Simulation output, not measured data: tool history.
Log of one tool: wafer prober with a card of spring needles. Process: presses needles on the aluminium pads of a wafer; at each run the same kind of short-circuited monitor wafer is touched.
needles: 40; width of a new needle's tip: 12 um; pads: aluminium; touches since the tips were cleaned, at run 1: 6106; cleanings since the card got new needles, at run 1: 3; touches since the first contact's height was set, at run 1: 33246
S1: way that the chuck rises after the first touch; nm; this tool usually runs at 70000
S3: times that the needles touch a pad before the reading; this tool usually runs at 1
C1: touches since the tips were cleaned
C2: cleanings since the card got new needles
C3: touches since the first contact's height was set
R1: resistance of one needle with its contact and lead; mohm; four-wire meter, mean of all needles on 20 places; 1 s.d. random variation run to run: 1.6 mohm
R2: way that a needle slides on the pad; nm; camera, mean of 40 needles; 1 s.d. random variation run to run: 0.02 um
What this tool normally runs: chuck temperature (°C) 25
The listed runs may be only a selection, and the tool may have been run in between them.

Run 1, hour 0.0: usual settings; C1 6106; C2 3; C3 33246. Result: R1 268 mohm, R2 10030 nm.
At hour 6.5: tips cleaned on abrasive film.
Run 2, hour 20.2: usual settings; C1 6260; C2 4; C3 42437. Result: R1 269 mohm, R2 10030 nm.
At hour 24.5: tips cleaned on abrasive film.
At hour 44.4: tips cleaned on abrasive film.
Run 3, hour 58.0: usual settings; C1 6251; C2 6; C3 59653. Result: R1 266 mohm, R2 9970 nm.
At hour 62.0: tips cleaned on abrasive film.
At hour 79.1: tips cleaned on abrasive film.
At hour 98.6: tips cleaned on abrasive film.
Run 4, hour 105.4: usual settings; C1 3122; C2 9; C3 81179. Result: R1 261 mohm, R2 9950 nm.
At hour 116.2: tips cleaned on abrasive film.
At hour 133.3: tips cleaned on abrasive film.
Run 5, hour 134.4: usual settings; C1 495; C2 11; C3 94336. Result: R1 249 mohm, R2 9900 nm.
At hour 150.6: tips cleaned on abrasive film.
Run 6, hour 162.8: usual settings; C1 5592; C2 12; C3 107289. Result: R1 266 mohm, R2 9910 nm.
At hour 170.9: tips cleaned on abrasive film.
At hour 188.8: tips cleaned on abrasive film.
Run 7, hour 202.0: usual settings; C1 6028; C2 14; C3 125117. Result: R1 262 mohm, R2 9840 nm.
At hour 208.4: tips cleaned on abrasive film.
At hour 228.4: tips cleaned on abrasive film.
At hour 246.3: tips cleaned on abrasive film.
Run 8, hour 246.3: usual settings; C1 0; C2 17; C3 145247. Result: R1 248 mohm, R2 9780 nm.
At hour 266.0: tips cleaned on abrasive film.
Run 9, hour 275.8: usual settings; C1 4452; C2 18; C3 158671. Result: R1 260 mohm, R2 9780 nm.
At hour 287.1: tips cleaned on abrasive film.
At hour 306.0: tips cleaned on abrasive film.
Run 10, hour 322.0: usual settings; C1 7331; C2 20; C3 179739. Result: R1 265 mohm, R2 9750 nm.
At hour 324.2: tips cleaned on abrasive film.
At hour 342.7: tips cleaned on abrasive film.
Run 11, hour 354.4: usual settings but S1 79000 nm; C1 5377; C2 22; C3 194458. Result: R1 260 mohm, R2 11010 nm.
At hour 361.1: tips cleaned on abrasive film.
Run 12, hour 377.2: usual settings; C1 7377; C2 23; C3 204835. Result: R1 266 mohm, R2 9660 nm.
At hour 380.1: tips cleaned on abrasive film.
At hour 387.8: height of the first contact set anew.
At hour 398.1: tips cleaned on abrasive film.
Run 13, hour 411.2: usual settings but S1 53000 nm, chuck temperature (°C) 42, S3 2; C1 5958; C2 25; C3 10661. Result: R1 266 mohm, R2 7630 nm.
At hour 418.8: tips cleaned on abrasive film.
At hour 437.7: tips cleaned on abrasive film.
Run 14, hour 441.3: usual settings but S1 53000 nm, chuck temperature (°C) 29, S3 2; C1 1635; C2 27; C3 24348. Result: R1 253 mohm, R2 7580 nm.
At hour 455.9: tips cleaned on abrasive film.
At hour 475.9: tips cleaned on abrasive film.
Run 15, hour 482.0: usual settings but S1 53000 nm, chuck temperature (°C) 108; C1 2763; C2 29; C3 42854. Result: R1 278 mohm, R2 7560 nm.
At hour 494.0: tips cleaned on abrasive film.
At hour 512.0: tips cleaned on abrasive film.
Run 16, hour 519.2: usual settings but S3 2; C1 3313; C2 31; C3 59799. Result: R1 252 mohm, R2 9950 nm.
At hour 530.2: tips cleaned on abrasive film.
Run 17, hour 543.7: usual settings but S3 2; C1 6162; C2 32; C3 70940. Result: R1 256 mohm, R2 9980 nm.
At hour 551.5: tips cleaned on abrasive film.
At hour 570.0: tips cleaned on abrasive film.
Run 18, hour 570.0: usual settings but S3 2; C1 0; C2 34; C3 82883. Result: R1 245 mohm, R2 9930 nm.
At hour 590.7: tips cleaned on abrasive film.
At hour 610.2: tips cleaned on abrasive film.
Run 19, hour 611.1: usual settings but S3 2; C1 440; C2 36; C3 101594. Result: R1 249 mohm, R2 9860 nm.
At hour 627.4: tips cleaned on abrasive film.
At hour 645.9: tips cleaned on abrasive film.
Run 20, hour 645.9: usual settings but S1 58000 nm, chuck temperature (°C) 73, S3 2; C1 0; C2 38; C3 117406. Result: R1 261 mohm, R2 8110 nm.
At hour 664.8: tips cleaned on abrasive film.
At hour 684.0: tips cleaned on abrasive film.
Run 21, hour 686.0: usual settings but S1 80000 nm, chuck temperature (°C) 49; C1 920; C2 40; C3 135646. Result: R1 257 mohm, R2 11280 nm.
At hour 703.4: tips cleaned on abrasive film.
At hour 723.0: tips cleaned on abrasive film.
Run 22, hour 733.4: usual settings but S1 80000 nm, chuck temperature (°C) 49; C1 4764; C2 42; C3 157240. Result: R1 265 mohm, R2 11210 nm.
At hour 740.2: tips cleaned on abrasive film.
At hour 758.5: tips cleaned on abrasive film.
Run 23, hour 770.2: usual settings but chuck temperature (°C) 97, S3 2; C1 5346; C2 44; C3 173977. Result: R1 276 mohm, R2 9720 nm.
At hour 776.8: tips cleaned on abrasive film.
At hour 795.5: tips cleaned on abrasive film.
At hour 814.7: tips cleaned on abrasive film.
Run 24, hour 817.2: usual settings but chuck temperature (°C) 64, S3 2; C1 1141; C2 47; C3 195334. Result: R1 258 mohm, R2 9700 nm.

Forecast each of these 4 alternatives for the next run:
At hour 833.4: tips cleaned on abrasive film.
Run A, hour 837.3: usual settings but S1 84000 nm; C1 1792; C2 48; C3 204503. Result: R1 ?, R2 ?.
At hour 833.4: tips cleaned on abrasive film.
Run B, hour 837.3: usual settings but S1 69000 nm, chuck temperature (°C) 114, S3 3; C1 1792; C2 48; C3 204503. Result: R1 ?, R2 ?.
At hour 833.4: tips cleaned on abrasive film.
Run C, hour 837.3: usual settings; C1 1792; C2 48; C3 204503. Result: R1 ?, R2 ?.
At hour 833.4: tips cleaned on abrasive film.
Run D, hour 837.3: usual settings but S1 84000 nm, chuck temperature (°C) 43, S3 2; C1 1792; C2 48; C3 204503. Result: R1 ?, R2 ?.

run   R1     R2
  A  255  11700
  B  272   9530
  C  254   9690
  D  256  11710
With no hidden state in the tool, these same runs would have given:
run   R1     R2
  A  248  12080
  B  270   9900
  C  247  10070
  D  252  12090
